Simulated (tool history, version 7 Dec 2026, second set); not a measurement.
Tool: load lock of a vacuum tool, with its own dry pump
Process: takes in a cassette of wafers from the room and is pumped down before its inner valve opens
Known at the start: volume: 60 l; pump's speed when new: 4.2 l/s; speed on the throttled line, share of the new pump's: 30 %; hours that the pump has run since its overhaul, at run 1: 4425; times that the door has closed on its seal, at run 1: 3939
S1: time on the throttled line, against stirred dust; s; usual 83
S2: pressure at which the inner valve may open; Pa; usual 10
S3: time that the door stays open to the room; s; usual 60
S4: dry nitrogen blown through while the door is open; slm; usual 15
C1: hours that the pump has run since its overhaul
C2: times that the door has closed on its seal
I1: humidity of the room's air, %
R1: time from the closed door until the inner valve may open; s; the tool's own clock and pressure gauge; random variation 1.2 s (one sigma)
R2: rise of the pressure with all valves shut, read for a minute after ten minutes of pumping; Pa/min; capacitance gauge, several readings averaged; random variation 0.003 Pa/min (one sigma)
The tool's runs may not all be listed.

| run | hour | S1 | S2 | S3 | S4 | C1 | C2 | I1 | R1 | R2 |
|---|---|---|---|---|---|---|---|---|---|---|
| 1 | 0.0 | 83 | 10 | 60 | 15 | 4425 | 3939 | 44.3 | 203.1 | 0.074 |
| 2 | 127.5 | 83 | 10 | 60 | 15 | 4552 | 4266 | 46.3 | 202.1 | 0.080 |
| 3 | 291.7 | 83 | 10 | 60 | 15 | 4716 | 4688 | 44.0 | 204.4 | 0.084 |
| 4 | 394.6 | 83 | 10 | 60 | 15 | 4819 | 4952 | 40.3 | 201.7 | 0.076 |
| 5 | 553.3 | 83 | 10 | 60 | 15 | 4978 | 5359 | 43.7 | 204.7 | 0.086 |
| 6 | 719.6 | 83 | 10 | 60 | 15 | 5144 | 5786 | 45.6 | 204.2 | 0.092 |
| 7 | 862.9 | 83 | 10 | 60 | 12 | 5288 | 6154 | 48.6 | 202.2 | 0.102 |
| 8 | 1015.2 | 83 | 10 | 187 | 12 | 5440 | 6544 | 45.3 | 205.3 | 0.155 |
| 9 | 1177.7 | 83 | 10 | 60 | 15 | 5603 | 6961 | 42.0 | 207.8 | 0.095 |
| 10 | 1338.2 | 83 | 10 | 171 | 15 | 5763 | 7373 | 44.9 | 208.2 | 0.149 |
| 11 | 1540.9 | 83 | 10 | 171 | 15 | 5966 | 7893 | 41.6 | 209.7 | 0.147 |
| 12 | 1685.1 | 83 | 10 | 60 | 15 | 6110 | 8263 | 45.4 | 209.8 | 0.115 |
| 13 | 1860.2 | 83 | 10 | 60 | 15 | 6285 | 8713 | 43.3 | 208.9 | 0.121 |
| 14 | 1967.8 | 83 | 10 | 60 | 15 | 6393 | 8989 | 48.9 | 210.9 | 0.125 |
| 15 | 2097.6 | 83 | 10 | 60 | 15 | 6522 | 9322 | 44.7 | 209.2 | 0.129 |
| 16 | 2289.5 | 83 | 10 | 60 | 15 | 6714 | 9814 | 48.2 | 206.8 | 0.142 |
| 17 | 2387.8 | 83 | 16 | 60 | 15 | 6813 | 10067 | 47.6 | 201.2 | 0.136 |
| 18 | 2534.4 | 83 | 16 | 60 | 15 | 6959 | 10443 | 43.8 | 200.4 | 0.139 |
| 19 | 2622.1 | 83 | 16 | 60 | 15 | 7047 | 10668 | 45.6 | 203.3 | 0.137 |
| 20 | 2797.4 | 71 | 10 | 60 | 15 | 7222 | 11118 | 46.2 | 203.3 | 0.147 |
| 21 | 2957.7 | 71 | 13 | 60 | 8 | 7383 | 11529 | 47.1 | 199.9 | 0.166 |
| 22 | 3084.4 | 133 | 7 | 60 | 15 | 7509 | 11854 | 41.9 | 252.1 | 0.162 |
| 23 | 3243.6 | 133 | 7 | 60 | 15 | 7668 | 12263 | 44.8 | 251.5 | 0.169 |
| 24 | 3356.6 | 64 | 7 | 92 | 39 | 7781 | 12553 | 44.5 | 208.9 | 0.165 |
| 25 | 3522.0 | 147 | 10 | 158 | 31 | 7947 | 12977 | 45.0 | 255.0 | 0.192 |
| 26 | 3627.3 | 128 | 14 | 44 | 14 | 8052 | 13247 | 45.1 | 238.0 | 0.170 |
| 27 | 3786.7 | 53 | 17 | 139 | 25 | 8212 | 13656 | 44.9 | 182.8 | 0.208 |
| 28 | 3894.5 | 53 | 17 | 139 | 25 | 8319 | 13933 | 44.2 | 186.0 | 0.214 |
| 29 | 4070.0 | 53 | 10 | 139 | 14 | 8495 | 14383 | 44.1 | 195.8 | 0.226 |
| 30 | 4219.2 | 89 | 17 | 62 | 13 | 8644 | 14766 | 47.1 | 210.4 | 0.211 |
| 31 | 4316.6 | 52 | 16 | 62 | 13 | 8741 | 15016 | 46.9 | 189.9 | 0.211 |
| 32 | 4522.4 | 52 | 16 | 62 | 13 | 8947 | 15544 | 44.7 | 189.9 | 0.223 |
| 33 | 4726.2 | 52 | 16 | 62 | 13 | 9151 | 16067 | 42.3 | 190.1 | 0.222 |
| 34 | 4878.1 | 52 | 19 | 96 | 23 | 9303 | 16457 | 47.0 | 187.1 | 0.246 |
| 35 | 5029.4 | 52 | 19 | 50 | 23 | 9454 | 16845 | 44.4 | 188.1 | 0.222 |
|  | 5122.4 | dry pump taken out, an overhauled one fitted |
| 36 | 5195.0 | 67 | 10 | 143 | 15 | 73 | 17255 | 46.8 | 181.4 | 0.286 |
| 37 | 5384.1 | 63 | 8 | 60 | 13 | 262 | 17740 | 47.4 | 180.7 | 0.248 |

4 ways to go on from here, each from the tool as it stands after run 37. What would each give?
| A | 5536.5 | 78 | 8 | 60 | 13 | 414 | 18131 | 45.4 | ? | ? |
| B | 5536.5 | 83 | 18 | 60 | 7 | 414 | 18131 | 46.6 | ? | ? |
| C | 5536.5 | 83 | 7 | 60 | 38 | 414 | 18131 | 43.5 | ? | ? |
| D | 5536.5 | 129 | 10 | 143 | 15 | 414 | 18131 | 42.9 | ? | ? |

| run | R1 | R2 |
|---|---|---|
| A | 195.4 | 0.259 |
| B | 184.0 | 0.265 |
| C | 197.7 | 0.244 |
| D | 224.7 | 0.287 |
Without the tool's hidden state the same runs would have given:
| run | R1 | R2 |
|---|---|---|
| A | 192.7 | 0.043 |
| B | 181.9 | 0.053 |
| C | 195.0 | 0.030 |
| D | 222.4 | 0.073 |
